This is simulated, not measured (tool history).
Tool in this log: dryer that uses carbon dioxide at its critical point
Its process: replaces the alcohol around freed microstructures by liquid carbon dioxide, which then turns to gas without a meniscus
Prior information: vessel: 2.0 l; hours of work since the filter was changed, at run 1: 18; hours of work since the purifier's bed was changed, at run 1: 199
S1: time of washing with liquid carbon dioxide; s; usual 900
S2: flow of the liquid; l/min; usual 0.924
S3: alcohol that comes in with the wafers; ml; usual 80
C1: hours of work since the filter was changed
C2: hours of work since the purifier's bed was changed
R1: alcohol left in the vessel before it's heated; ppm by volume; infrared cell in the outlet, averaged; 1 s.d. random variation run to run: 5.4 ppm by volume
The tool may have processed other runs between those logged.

Run 1, day 0: usual settings; C1 18; C2 199. Result: R1 182 ppm by volume.
Run 2, day 0.517: usual settings but S2 1.509 l/min; C1 25; C2 206. Result: R1 37 ppm by volume.
Run 3, day 0.988: usual settings but S2 1.509 l/min; C1 32; C2 212. Result: R1 39 ppm by volume.
Run 4, day 1.212: usual settings but S2 1.509 l/min; C1 35; C2 215. Result: R1 31 ppm by volume.
Run 5, day 1.571: usual settings but S3 59 ml; C1 39; C2 220. Result: R1 138 ppm by volume.
Run 6, day 1.908: usual settings but S3 59 ml; C1 44; C2 225. Result: R1 159 ppm by volume.
Run 7, day 2.225: usual settings but S3 59 ml; C1 48; C2 229. Result: R1 160 ppm by volume.
Run 8, day 2.533: usual settings but S3 59 ml; C1 53; C2 233. Result: R1 149 ppm by volume.
Run 9, day 2.775: usual settings but S1 780 s; C1 56; C2 236. Result: R1 371 ppm by volume.
Run 10, day 3.217: usual settings but S1 780 s; C1 62; C2 242. Result: R1 376 ppm by volume.
Run 11, day 3.488: usual settings but S1 780 s; C1 66; C2 246. Result: R1 389 ppm by volume.
Run 12, day 3.892: usual settings but S3 54 ml; C1 71; C2 252. Result: R1 143 ppm by volume.
Run 13, day 4.292: usual settings but S2 1.295 l/min; C1 76; C2 257. Result: R1 58 ppm by volume.
Run 14, day 4.675: usual settings but S2 1.295 l/min; C1 82; C2 262. Result: R1 59 ppm by volume.
Run 15, day 5.133: usual settings but S2 1.295 l/min; C1 88; C2 268. Result: R1 58 ppm by volume.
Run 16, day 5.346: usual settings but S3 43 ml; C1 91; C2 271. Result: R1 134 ppm by volume.
Run 17, day 5.708: usual settings but S3 43 ml; C1 96; C2 276. Result: R1 140 ppm by volume.
Run 18, day 5.925: usual settings but S1 780 s, S2 1.167 l/min, S3 50 ml; C1 99; C2 279. Result: R1 103 ppm by volume.
Run 19, day 6.317: usual settings but S1 780 s, S2 1.167 l/min, S3 30 ml; C1 104; C2 285. Result: R1 86 ppm by volume.

The next listed run, before its measurement:
Run 20, day 6.742: usual settings but S1 720 s, S3 106 ml; C1 110; C2 290. Result: R1 ?.

For run 20 the tool returned R1 727 ppm by volume.
Without the tool's hidden state the same run would have given R1 557 ppm by volume.
